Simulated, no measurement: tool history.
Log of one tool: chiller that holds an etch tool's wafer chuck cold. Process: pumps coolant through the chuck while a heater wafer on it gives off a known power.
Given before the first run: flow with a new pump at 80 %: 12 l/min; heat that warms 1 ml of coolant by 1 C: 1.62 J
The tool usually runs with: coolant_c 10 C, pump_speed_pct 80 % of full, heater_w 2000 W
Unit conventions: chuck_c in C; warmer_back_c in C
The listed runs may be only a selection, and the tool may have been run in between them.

| run | hour | coolant_c | pump_speed_pct | heater_w | chuck_c | warmer_back_c |
|---|---|---|---|---|---|---|
| 1 | 0.0 | 10 | 80 | 2000 | 27.4 | 7.14 |
| 2 | 135.5 | 10 | 80 | 2066 | 28.2 | 7.39 |
| 3 | 264.6 | 10 | 80 | 1210 | 20.8 | 4.31 |
| 4 | 337.1 | 10 | 80 | 1391 | 22.5 | 5.00 |
| 5 | 441.0 | 9 | 80 | 2000 | 27.0 | 7.24 |
| 6 | 513.6 | 9 | 80 | 2000 | 27.0 | 7.20 |
| 7 | 628.8 | 10 | 80 | 2029 | 28.2 | 7.31 |
| 8 | 752.8 | 10 | 63 | 2000 | 31.8 | 9.55 |
| 9 | 914.6 | 10 | 66 | 2000 | 31.2 | 9.05 |
| 10 | 1022.0 | 14 | 85 | 1660 | 28.7 | 5.71 |
| 11 | 1128.5 | 14 | 85 | 1660 | 28.6 | 5.73 |
| 12 | 1229.1 | 17 | 60 | 1111 | 30.0 | 5.68 |
| 13 | 1373.0 | 17 | 60 | 1111 | 30.0 | 5.68 |
| 14 | 1521.3 | 17 | 60 | 1111 | 30.2 | 5.73 |
| 15 | 1593.0 | 17 | 60 | 1342 | 32.9 | 6.90 |
| 16 | 1720.6 | 10 | 80 | 1245 | 21.8 | 4.64 |
| 17 | 1789.8 | 10 | 85 | 1700 | 25.5 | 5.97 |
| 18 | 1906.1 | 8 | 84 | 2618 | 32.2 | 9.36 |

Branching from run 18: 4 alternative next runs. What would each branch give?
| A | 2068.2 | 8 | 84 | 1846 | ? | ? |
| B | 2068.2 | 8 | 79 | 1629 | ? | ? |
| C | 2068.2 | 3 | 80 | 1891 | ? | ? |
| D | 2068.2 | 8 | 97 | 2618 | ? | ? |

| run | chuck_c | warmer_back_c |
|---|---|---|
| A | 25.3 | 6.62 |
| B | 23.8 | 6.21 |
| C | 21.3 | 7.18 |
| D | 30.0 | 7.95 |
What these runs would have given with no unlogged condition in the tool:
| run | chuck_c | warmer_back_c |
|---|---|---|
| A | 21.8 | 5.39 |
| B | 20.6 | 5.05 |
| C | 17.6 | 5.85 |
| D | 25.6 | 6.47 |
